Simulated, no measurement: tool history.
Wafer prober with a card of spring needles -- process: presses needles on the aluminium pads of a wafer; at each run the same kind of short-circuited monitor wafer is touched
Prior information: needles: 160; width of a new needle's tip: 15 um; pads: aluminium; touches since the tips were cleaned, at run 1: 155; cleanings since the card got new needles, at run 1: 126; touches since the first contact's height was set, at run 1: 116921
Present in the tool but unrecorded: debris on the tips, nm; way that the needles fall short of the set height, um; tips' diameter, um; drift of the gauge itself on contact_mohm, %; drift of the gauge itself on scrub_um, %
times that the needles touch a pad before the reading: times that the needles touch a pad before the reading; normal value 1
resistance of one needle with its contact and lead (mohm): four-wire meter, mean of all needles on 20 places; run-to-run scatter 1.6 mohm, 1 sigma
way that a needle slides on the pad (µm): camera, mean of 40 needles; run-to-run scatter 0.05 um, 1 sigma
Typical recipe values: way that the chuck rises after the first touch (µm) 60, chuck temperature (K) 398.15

run,hour,way that the chuck rises after the first touch (µm),chuck temperature (K),times that the needles touch a pad before the reading,touches since the tips were cleaned,cleanings since the card got new needles,touches since the first contact's height was set,resistance of one needle with its contact and lead (mohm),way that a needle slides on the pad (µm)
1,0.0,60,398.15,1,155,126,116921,150,11.94
# hour 15.2: tips cleaned on abrasive film
# hour 18.0: height of the first contact set anew
# hour 29.1: tips cleaned on abrasive film
2,30.5,60,398.15,1,531,128,4819,150,11.91
# hour 44.6: tips cleaned on abrasive film
# hour 59.8: tips cleaned on abrasive film
3,69.1,67,398.15,1,3632,130,19831,151,13.46
# hour 73.8: tips cleaned on abrasive film
# hour 89.2: tips cleaned on abrasive film
# hour 103.0: tips cleaned on abrasive film
# hour 117.9: tips cleaned on abrasive film
4,119.4,60,308.15,1,580,134,39295,135,12.05
# hour 131.6: tips cleaned on abrasive film
5,143.3,60,308.15,1,4538,135,48579,136,11.96
# hour 146.0: tips cleaned on abrasive film
# hour 161.0: tips cleaned on abrasive film
# hour 176.3: tips cleaned on abrasive film
6,185.5,60,308.15,1,3587,138,64938,135,12.11
# hour 191.2: tips cleaned on abrasive film
# hour 205.1: tips cleaned on abrasive film
7,212.5,60,308.15,1,2859,140,75398,135,12.08
# hour 218.8: tips cleaned on abrasive film
# hour 231.4: tips cleaned on abrasive film
# hour 246.0: tips cleaned on abrasive film
8,255.2,60,344.15,1,3589,143,91949,141,12.16
# hour 261.2: tips cleaned on abrasive film
# hour 274.7: tips cleaned on abrasive film
# hour 290.0: tips cleaned on abrasive film
9,294.8,60,344.15,1,1894,146,107308,139,12.10
# hour 304.2: tips cleaned on abrasive film
# hour 319.0: tips cleaned on abrasive film
# hour 333.1: tips cleaned on abrasive film
10,333.1,48,398.15,1,0,149,122148,155,9.66
# hour 336.4: height of the first contact set anew
# hour 348.9: tips cleaned on abrasive film
# hour 361.5: tips cleaned on abrasive film
# hour 376.7: tips cleaned on abrasive film
11,381.4,73,327.15,2,1800,152,17448,138,14.81
# hour 390.3: tips cleaned on abrasive film
# hour 404.1: tips cleaned on abrasive film
12,413.4,73,313.15,3,3630,154,29883,133,14.84
# hour 419.7: tips cleaned on abrasive film
# hour 435.4: tips cleaned on abrasive film
13,438.7,73,313.15,3,1281,156,39674,134,14.75
# hour 448.1: tips cleaned on abrasive film
# hour 461.8: tips cleaned on abrasive film
# hour 477.1: tips cleaned on abrasive film
14,480.0,44,340.15,3,1152,159,55695,147,8.90
# hour 491.5: tips cleaned on abrasive film
# hour 506.4: tips cleaned on abrasive film
# hour 521.1: tips cleaned on abrasive film
15,524.9,44,340.15,3,1453,162,73080,149,8.98
# hour 533.7: tips cleaned on abrasive film
# hour 548.2: tips cleaned on abrasive film
16,557.7,60,397.15,2,3691,164,85812,149,12.26
# hour 560.9: tips cleaned on abrasive film
# hour 574.6: tips cleaned on abrasive film
# hour 586.0: gauge calibrated
# hour 588.5: tips cleaned on abrasive film
17,595.5,66,307.15,2,2729,167,100470,135,13.11
# hour 601.9: tips cleaned on abrasive film
# hour 616.1: tips cleaned on abrasive film
18,616.9,66,307.15,2,295,169,108722,135,13.16
# hour 629.7: tips cleaned on abrasive film
# hour 644.2: tips cleaned on abrasive film
19,648.2,66,307.15,2,1574,171,120889,134,13.25

What differs in the tool's unlogged condition from the final listed run ahead of each entry between runs to the first listed run following it?
In the gap between runs 1 and 2: tips cleaned on abrasive film (hour 15.2); height of the first contact set anew (hour 18.0); tips cleaned on abrasive film (hour 29.1)
  debris on the tips, nm: 0 -> 0.1; drift of the gauge itself on scrub_um, %: 0 -> 0.14
  measured less the result without the state, way that a needle slides on the pad (µm): +0.00 -> +0.01
In the gap between runs 2 and 3: tips cleaned on abrasive film (hour 44.6); tips cleaned on abrasive film (hour 59.8)
  debris on the tips, nm: 0.1 -> 0.2; drift of the gauge itself on scrub_um, %: 0.14 -> 0.32
  measured less the result without the state, way that a needle slides on the pad (µm): +0.01 -> +0.05
In the gap between runs 3 and 4: tips cleaned on abrasive film (hour 73.8); tips cleaned on abrasive film (hour 89.2); tips cleaned on abrasive film (hour 103.0); tips cleaned on abrasive film (hour 117.9)
  debris on the tips, nm: 0.2 -> 0.1; drift of the gauge itself on scrub_um, %: 0.32 -> 0.55
  measured less the result without the state, way that a needle slides on the pad (µm): +0.05 -> +0.07
In the gap between runs 4 and 5: tips cleaned on abrasive film (hour 131.6)
  debris on the tips, nm: 0.1 -> 0.2; drift of the gauge itself on scrub_um, %: 0.55 -> 0.67
  measured less the result without the state, way that a needle slides on the pad (µm): +0.07 -> +0.08
In the gap between runs 5 and 6: tips cleaned on abrasive film (hour 146.0); tips cleaned on abrasive film (hour 161.0); tips cleaned on abrasive film (hour 176.3)
  drift of the gauge itself on scrub_um, %: 0.67 -> 0.86
  measured less the result without the state, way that a needle slides on the pad (µm): +0.08 -> +0.10
In the gap between runs 6 and 7: tips cleaned on abrasive film (hour 191.2); tips cleaned on abrasive film (hour 205.1)
  drift of the gauge itself on scrub_um, %: 0.86 -> 0.99
  measured less the result without the state, way that a needle slides on the pad (µm): +0.10 -> +0.12
In the gap between runs 7 and 8: tips cleaned on abrasive film (hour 218.8); tips cleaned on abrasive film (hour 231.4); tips cleaned on abrasive film (hour 246.0)
  drift of the gauge itself on scrub_um, %: 0.99 -> 1.19
  measured less the result without the state, way that a needle slides on the pad (µm): +0.12 -> +0.14
In the gap between runs 8 and 9: tips cleaned on abrasive film (hour 261.2); tips cleaned on abrasive film (hour 274.7); tips cleaned on abrasive film (hour 290.0)
  drift of the gauge itself on scrub_um, %: 1.19 -> 1.37
  measured less the result without the state, way that a needle slides on the pad (µm): +0.14 -> +0.16
In the gap between runs 9 and 10: tips cleaned on abrasive film (hour 304.2); tips cleaned on abrasive film (hour 319.0); tips cleaned on abrasive film (hour 333.1)
  debris on the tips, nm: 0.2 -> 0; drift of the gauge itself on scrub_um, %: 1.37 -> 1.55
  measured less the result without the state, way that a needle slides on the pad (µm): +0.16 -> +0.15
In the gap between runs 10 and 11: height of the first contact set anew (hour 336.4); tips cleaned on abrasive film (hour 348.9); tips cleaned on abrasive film (hour 361.5); tips cleaned on abrasive film (hour 376.7)
  debris on the tips, nm: 0 -> 0.1; drift of the gauge itself on scrub_um, %: 1.55 -> 1.77
  measured less the result without the state, way that a needle slides on the pad (µm): +0.15 -> +0.26
In the gap between runs 11 and 12: tips cleaned on abrasive film (hour 390.3); tips cleaned on abrasive film (hour 404.1)
  debris on the tips, nm: 0.1 -> 0.2; drift of the gauge itself on scrub_um, %: 1.77 -> 1.92
  measured less the result without the state, way that a needle slides on the pad (µm): +0.26 -> +0.28
In the gap between runs 12 and 13: tips cleaned on abrasive film (hour 419.7); tips cleaned on abrasive film (hour 435.4)
  debris on the tips, nm: 0.2 -> 0.1; drift of the gauge itself on scrub_um, %: 1.92 -> 2.04
  measured less the result without the state, way that a needle slides on the pad (µm): +0.28 -> +0.29
In the gap between runs 13 and 14: tips cleaned on abrasive film (hour 448.1); tips cleaned on abrasive film (hour 461.8); tips cleaned on abrasive film (hour 477.1)
  drift of the gauge itself on scrub_um, %: 2.04 -> 2.23
  measured less the result without the state, way that a needle slides on the pad (µm): +0.29 -> +0.19
In the gap between runs 14 and 15: tips cleaned on abrasive film (hour 491.5); tips cleaned on abrasive film (hour 506.4); tips cleaned on abrasive film (hour 521.1)
  debris on the tips, nm: 0.1 -> 0.2; drift of the gauge itself on scrub_um, %: 2.23 -> 2.44
  measured less the result without the state, way that a needle slides on the pad (µm): +0.19 -> +0.21
In the gap between runs 15 and 16: tips cleaned on abrasive film (hour 533.7); tips cleaned on abrasive film (hour 548.2)
  drift of the gauge itself on scrub_um, %: 2.44 -> 2.59
  measured less the result without the state, way that a needle slides on the pad (µm): +0.21 -> +0.31
In the gap between runs 16 and 17: tips cleaned on abrasive film (hour 560.9); tips cleaned on abrasive film (hour 574.6); gauge calibrated (hour 586.0); tips cleaned on abrasive film (hour 588.5)
  drift of the gauge itself on scrub_um, %: 2.59 -> 0.04
  measured less the result without the state, way that a needle slides on the pad (µm): +0.31 -> +0.01
In the gap between runs 17 and 18: tips cleaned on abrasive film (hour 601.9); tips cleaned on abrasive film (hour 616.1)
  debris on the tips, nm: 0.2 -> 0.1; drift of the gauge itself on scrub_um, %: 0.04 -> 0.14
  measured less the result without the state, way that a needle slides on the pad (µm): +0.01 -> +0.02
In the gap between runs 18 and 19: tips cleaned on abrasive film (hour 629.7); tips cleaned on abrasive film (hour 644.2)
  debris on the tips, nm: 0.1 -> 0.2; drift of the gauge itself on scrub_um, %: 0.14 -> 0.29
  measured less the result without the state, way that a needle slides on the pad (µm): +0.02 -> +0.04

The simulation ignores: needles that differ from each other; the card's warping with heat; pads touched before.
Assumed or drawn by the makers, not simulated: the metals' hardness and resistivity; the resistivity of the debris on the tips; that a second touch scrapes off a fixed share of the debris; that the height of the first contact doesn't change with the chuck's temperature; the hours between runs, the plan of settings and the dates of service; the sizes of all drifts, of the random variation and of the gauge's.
